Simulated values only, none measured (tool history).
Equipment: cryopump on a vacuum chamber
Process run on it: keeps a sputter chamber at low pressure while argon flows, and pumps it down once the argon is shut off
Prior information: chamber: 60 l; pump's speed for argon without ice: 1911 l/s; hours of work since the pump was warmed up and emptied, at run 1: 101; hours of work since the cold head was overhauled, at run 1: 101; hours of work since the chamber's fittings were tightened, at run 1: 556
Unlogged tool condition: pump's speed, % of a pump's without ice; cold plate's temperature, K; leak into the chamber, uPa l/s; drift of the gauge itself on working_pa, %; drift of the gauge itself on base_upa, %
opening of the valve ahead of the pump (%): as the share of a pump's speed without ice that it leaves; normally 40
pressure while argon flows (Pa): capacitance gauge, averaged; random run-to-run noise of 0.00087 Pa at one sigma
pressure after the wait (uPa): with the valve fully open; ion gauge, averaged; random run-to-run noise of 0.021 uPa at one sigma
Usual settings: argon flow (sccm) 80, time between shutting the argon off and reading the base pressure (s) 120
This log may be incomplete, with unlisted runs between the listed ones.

run,hour,argon flow (sccm),time between shutting the argon off and reading the base pressure (s),opening of the valve ahead of the pump (%),hours of work since the pump was warmed up and emptied,hours of work since the cold head was overhauled,hours of work since the chamber's fittings were tightened,pressure while argon flows (Pa),pressure after the wait (uPa)
1,0.0,80,120,40,101,101,556,0.1800,0.65
2,34.3,80,120,40,122,122,577,0.1794,0.63
3,98.6,80,120,40,160,160,615,0.1815,0.66
4,145.2,80,120,40,188,188,643,0.1821,0.66
5,195.2,80,120,40,218,218,673,0.1831,0.70
6,237.4,70,120,40,243,243,698,0.1609,0.72
7,296.4,70,120,40,279,279,734,0.1608,0.70
8,368.5,80,120,40,322,322,777,0.1855,0.75
9,426.4,80,120,40,357,357,812,0.1872,0.73
10,475.1,80,120,26,386,386,841,0.2832,0.73
11,524.0,80,120,26,415,415,870,0.2836,0.74
12,587.0,80,120,26,453,453,908,0.2833,0.79
13,657.2,80,120,26,495,495,950,0.2870,0.80
14,691.7,80,120,26,516,516,970,0.2882,0.81
15,741.5,80,120,26,545,545,1000,0.2906,0.82
16,779.4,80,120,26,568,568,1023,0.2883,0.82
17,833.3,80,120,40,600,600,1055,0.1953,0.88
18,887.3,80,120,40,633,633,1088,0.1958,0.80
19,938.3,80,120,40,663,663,1118,0.1971,0.91
20,975.2,34,95,30,685,685,1140,0.1096,0.97
# hour 1010.5: pump warmed up, emptied and cooled again
21,1021.1,34,95,30,6,710,1165,0.1011,0.83
22,1069.6,34,95,30,35,739,1194,0.1007,0.87
23,1123.9,42,200,53,68,772,1226,0.0720,0.66
24,1184.3,69,78,46,104,808,1263,0.1348,0.98
25,1230.1,69,78,46,132,835,1290,0.1371,1.01
26,1272.2,69,52,57,157,860,1315,0.1116,1.27
27,1334.9,80,120,56,194,898,1353,0.1310,0.85
28,1400.1,80,120,56,233,937,1392,0.1325,0.82
29,1452.2,80,120,56,265,968,1423,0.1351,0.87
30,1516.7,85,264,44,303,1007,1462,0.1809,0.68
31,1572.2,80,120,36,337,1040,1495,0.2077,0.90
32,1629.0,80,120,36,371,1074,1529,0.2087,0.88
33,1683.3,80,120,36,403,1107,1562,0.2094,0.92
34,1715.7,47,29,20,423,1126,1581,0.2158,1.98

Some steps in pressure while argon flows (Pa) between neighbouring runs. How much of each would the tool show without its hidden state too (settings, what came in, random variation), and how much is left for the hidden state, with any gauge scatter that isn't in both results?
Run 9 -> 10: opening of the valve ahead of the pump (%) 40 -> 26. pressure while argon flows (Pa) +0.0960: hidden state +0.0009, all else +0.0951.
Run 16 -> 17: opening of the valve ahead of the pump (%) 26 -> 40. pressure while argon flows (Pa) -0.0930: hidden state +0.0012, all else -0.0942.
Run 19 -> 20: argon flow (sccm) 80 -> 34, time between shutting the argon off and reading the base pressure (s) 120 -> 95, opening of the valve ahead of the pump (%) 40 -> 30. pressure while argon flows (Pa) -0.0875: hidden state -0.0117, all else -0.0758.
Run 20 -> 21: pump warmed up, emptied and cooled again. pressure while argon flows (Pa) -0.0085: hidden state -0.0087, all else +0.0002.
Run 33 -> 34: argon flow (sccm) 80 -> 47, time between shutting the argon off and reading the base pressure (s) 120 -> 29, opening of the valve ahead of the pump (%) 36 -> 20. pressure while argon flows (Pa) +0.0064: hidden state -0.0050, all else +0.0114.
